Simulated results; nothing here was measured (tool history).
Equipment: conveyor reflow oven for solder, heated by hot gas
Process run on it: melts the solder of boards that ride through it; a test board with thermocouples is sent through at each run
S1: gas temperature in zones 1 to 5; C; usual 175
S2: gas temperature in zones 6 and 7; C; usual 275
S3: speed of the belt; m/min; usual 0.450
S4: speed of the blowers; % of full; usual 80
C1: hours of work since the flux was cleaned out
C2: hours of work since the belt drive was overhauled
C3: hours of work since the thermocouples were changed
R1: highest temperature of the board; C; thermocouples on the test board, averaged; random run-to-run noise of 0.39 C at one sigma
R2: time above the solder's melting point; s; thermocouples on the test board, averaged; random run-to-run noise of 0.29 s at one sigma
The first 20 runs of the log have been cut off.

run    hour   S1   S2     S3  S4   C1   C2   C3     R1    R2
 21  1129.4  171  289  0.462  61  361  537  364  268.3  78.9
 22  1188.4  168  275  0.450  81  393  570  396  260.7  76.2
     1198.3  -- flux residue cleaned out of gas plates and filters
 23  1224.7  168  275  0.450  81   15  587  413  262.6  77.5
 24  1286.2  168  277  0.473  55   48  621  447  255.7  67.0
 25  1359.4  175  275  0.450  53   89  661  487  255.6  74.3
 26  1404.3  175  275  0.450  53  113  685  512  256.2  74.5
 27  1453.1  185  274  0.521  57  140  712  539  253.2  65.5
 28  1517.5  170  268  0.409  72  175  748  574  256.1  82.6
 29  1582.8  170  268  0.409  72  211  783  610  256.0  81.9

The next listed run, before its measurement:
 30  1615.9  170  268  0.409  72  229  802  628   ?   ?

Run 30 yielded R1 255.7 C, R2 82.3 s.
Had the tool carried no hidden state, the very same run would have given R1 256.8 C, R2 81.5 s.
